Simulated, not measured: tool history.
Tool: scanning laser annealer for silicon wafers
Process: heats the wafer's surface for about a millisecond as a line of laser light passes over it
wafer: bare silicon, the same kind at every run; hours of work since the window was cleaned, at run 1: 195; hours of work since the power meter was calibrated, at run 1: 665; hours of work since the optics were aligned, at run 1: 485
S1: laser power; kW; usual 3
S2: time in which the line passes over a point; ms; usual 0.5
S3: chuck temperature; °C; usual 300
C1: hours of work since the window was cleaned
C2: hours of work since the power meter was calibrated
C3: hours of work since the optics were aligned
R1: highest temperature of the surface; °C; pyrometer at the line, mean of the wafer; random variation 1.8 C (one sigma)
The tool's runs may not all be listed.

run,day,S1,S2,S3,C1,C2,C3,R1
1,0,3,0.5,300,195,665,485,1036
2,2.233,3.239,0.5,300,236,706,526,1085
3,4.1,3.239,0.5,300,271,741,561,1089
4,5.221,3.167,0.5,300,291,761,581,1072
5,7.183,3.167,0.5,300,327,797,617,1068
6,9.342,2.828,0.363,300,367,837,657,886
7,11.183,2.887,0.412,268,401,871,691,903
8,12.892,2.887,0.412,268,433,903,723,899

Run 9 comes next. What will it give?
9,14.729,2.684,0.5,300,466,936,756,?

{"run 9": {"R1": 947}}
Without the tool's hidden state the same run would have given R1 974 °C.

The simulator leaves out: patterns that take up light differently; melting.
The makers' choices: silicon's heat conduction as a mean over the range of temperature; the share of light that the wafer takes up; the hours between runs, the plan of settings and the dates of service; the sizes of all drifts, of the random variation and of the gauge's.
